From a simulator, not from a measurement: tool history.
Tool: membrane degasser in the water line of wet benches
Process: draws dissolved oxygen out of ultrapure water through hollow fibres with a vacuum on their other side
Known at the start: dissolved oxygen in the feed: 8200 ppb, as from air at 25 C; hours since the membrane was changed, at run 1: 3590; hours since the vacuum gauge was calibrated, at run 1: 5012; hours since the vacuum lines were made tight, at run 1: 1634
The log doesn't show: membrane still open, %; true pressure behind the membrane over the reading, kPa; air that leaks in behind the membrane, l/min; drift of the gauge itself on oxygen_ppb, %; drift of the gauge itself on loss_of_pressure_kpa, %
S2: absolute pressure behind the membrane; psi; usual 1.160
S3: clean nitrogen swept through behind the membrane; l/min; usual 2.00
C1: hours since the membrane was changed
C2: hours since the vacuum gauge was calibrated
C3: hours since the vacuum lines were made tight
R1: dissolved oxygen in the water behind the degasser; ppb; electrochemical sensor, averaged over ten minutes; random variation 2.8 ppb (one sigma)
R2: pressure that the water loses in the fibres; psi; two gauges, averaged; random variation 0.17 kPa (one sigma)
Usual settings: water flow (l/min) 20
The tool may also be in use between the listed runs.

run 1 hour=0.0 | water_flow_(l/min)=20 S2=1.160 S3=2.00 | C1=3590 C2=5012 C3=1634 | R1=307.3 R2=4.080
run 2 hour=88.6 | water_flow_(l/min)=20 S2=1.659 S3=2.00 | C1=3678 C2=5101 C3=1722 | R1=381.2 R2=4.119
run 3 hour=187.8 | water_flow_(l/min)=20 S2=1.160 S3=1.87 | C1=3777 C2=5200 C3=1822 | R1=312.6 R2=4.093
run 4 hour=295.9 | water_flow_(l/min)=16 S2=1.160 S3=2.00 | C1=3885 C2=5308 C3=1930 | R1=199.5 R2=3.291
run 5 hour=352.2 | water_flow_(l/min)=16 S2=1.160 S3=2.00 | C1=3942 C2=5364 C3=1986 | R1=200.9 R2=3.284
run 6 hour=453.6 | water_flow_(l/min)=18 S2=1.160 S3=2.00 | C1=4043 C2=5466 C3=2087 | R1=247.3 R2=3.712
run 7 hour=560.2 | water_flow_(l/min)=18 S2=1.160 S3=2.00 | C1=4150 C2=5572 C3=2194 | R1=257.4 R2=3.713
run 8 hour=639.4 | water_flow_(l/min)=20 S2=1.160 S3=2.00 | C1=4229 C2=5651 C3=2273 | R1=311.0 R2=4.099
run 9 hour=691.1 | water_flow_(l/min)=20 S2=2.834 S3=2.00 | C1=4281 C2=5703 C3=2325 | R1=561.9 R2=4.090
run 10 hour=777.8 | water_flow_(l/min)=20 S2=2.834 S3=2.00 | C1=4367 C2=5790 C3=2412 | R1=557.3 R2=4.173
run 11 hour=838.3 | water_flow_(l/min)=20 S2=2.834 S3=2.00 | C1=4428 C2=5850 C3=2472 | R1=560.6 R2=4.113
run 12 hour=905.6 | water_flow_(l/min)=20 S2=0.767 S3=2.00 | C1=4495 C2=5917 C3=2539 | R1=254.3 R2=4.134
-- hour=947.1 vacuum gauge calibrated
run 13 hour=956.8 | water_flow_(l/min)=20 S2=0.767 S3=2.00 | C1=4546 C2=10 C3=2590 | R1=247.5 R2=4.113
run 14 hour=1043.1 | water_flow_(l/min)=20 S2=0.767 S3=4.30 | C1=4632 C2=96 C3=2676 | R1=219.0 R2=4.113
run 15 hour=1137.0 | water_flow_(l/min)=20 S2=1.736 S3=4.93 | C1=4726 C2=190 C3=2770 | R1=279.7 R2=4.115
run 16 hour=1200.9 | water_flow_(l/min)=20 S2=1.736 S3=4.93 | C1=4790 C2=254 C3=2834 | R1=280.4 R2=4.170
run 17 hour=1291.0 | water_flow_(l/min)=14 S2=1.160 S3=2.66 | C1=4880 C2=344 C3=2924 | R1=130.0 R2=2.931
run 18 hour=1359.6 | water_flow_(l/min)=14 S2=1.160 S3=2.66 | C1=4949 C2=413 C3=2993 | R1=127.2 R2=2.883
run 19 hour=1467.3 | water_flow_(l/min)=20 S2=1.228 S3=1.11 | C1=5056 C2=520 C3=3101 | R1=396.5 R2=4.174
run 20 hour=1548.3 | water_flow_(l/min)=29 S2=2.567 S3=2.29 | C1=5137 C2=601 C3=3182 | R1=845.6 R2=6.036
run 21 hour=1654.2 | water_flow_(l/min)=24 S2=1.722 S3=4.14 | C1=5243 C2=707 C3=3288 | R1=424.1 R2=5.015
run 22 hour=1741.5 | water_flow_(l/min)=24 S2=2.229 S3=4.28 | C1=5330 C2=794 C3=3375 | R1=466.1 R2=5.033
run 23 hour=1814.8 | water_flow_(l/min)=24 S2=1.523 S3=5.70 | C1=5404 C2=868 C3=3448 | R1=387.4 R2=4.991
run 24 hour=1922.1 | water_flow_(l/min)=24 S2=1.523 S3=5.70 | C1=5511 C2=975 C3=3555 | R1=391.2 R2=4.963

Forecast each of these 3 alternatives for the next run:
run A hour=2004.0 | water_flow_(l/min)=30 S2=1.523 S3=5.70 | C1=5593 C2=1057 C3=3637 | R1=? R2=?
run B hour=2004.0 | water_flow_(l/min)=26 S2=0.918 S3=5.70 | C1=5593 C2=1057 C3=3637 | R1=? R2=?
run C hour=2004.0 | water_flow_(l/min)=17 S2=1.835 S3=1.19 | C1=5593 C2=1057 C3=3637 | R1=? R2=?

run=A R1=603.0 R2=6.221
run=B R1=422.3 R2=5.416
run=C R1=422.5 R2=3.582
Without the tool's hidden state the same runs would have given:
run=A R1=532.1 R2=5.909
run=B R1=363.5 R2=5.144
run=C R1=391.9 R2=3.404
